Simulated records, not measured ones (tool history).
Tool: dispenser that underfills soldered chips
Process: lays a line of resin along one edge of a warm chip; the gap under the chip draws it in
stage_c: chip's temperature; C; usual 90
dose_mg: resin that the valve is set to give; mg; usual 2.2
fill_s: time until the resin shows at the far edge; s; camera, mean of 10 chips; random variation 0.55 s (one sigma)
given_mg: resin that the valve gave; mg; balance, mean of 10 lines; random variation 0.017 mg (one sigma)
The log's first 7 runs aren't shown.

| run | hour | stage_c | dose_mg | fill_s | given_mg |
|---|---|---|---|---|---|
| 8 | 28.2 | 90 | 2.04 | 62.3 | 2.01 |
| 9 | 32.8 | 90 | 2.04 | 75.6 | 2.01 |
|  | 33.9 | new syringe of resin |
| 10 | 37.1 | 90 | 2.2 | 48.9 | 2.15 |
| 11 | 41.8 | 90 | 2.2 | 58.1 | 2.16 |
| 12 | 45.8 | 90 | 2.2 | 68.6 | 2.14 |
|  | 48.9 | new syringe of resin |
| 13 | 49.6 | 90 | 2.2 | 46.3 | 2.15 |
| 14 | 54.9 | 90 | 2.2 | 55.7 | 2.11 |
| 15 | 57.9 | 90 | 2.51 | 62.8 | 2.43 |
| 16 | 63.2 | 102 | 2.2 | 50.1 | 2.13 |
|  | 63.8 | new syringe of resin |
| 17 | 68 | 90 | 1.93 | 55.2 | 1.89 |
| 18 | 73 | 90 | 2.85 | 59.7 | 2.78 |
| 19 | 77.8 | 90 | 2.58 | 72.1 | 2.48 |
|  | 79 | new syringe of resin |
| 20 | 81.8 | 96 | 2.09 | 39.7 | 2 |
| 21 | 86.6 | 91 | 2.03 | 58 | 1.97 |
| 22 | 89.1 | 90 | 2.83 | 62.8 | 2.68 |

Run 23 comes next. What will it give?
| 23 | 92 | 90 | 2.83 | ? | ? |

fill_s: 68.6 s
given_mg: 2.69 mg
Without the tool's hidden state the same run would have given fill_s 44.2 s, given_mg 2.81 mg.
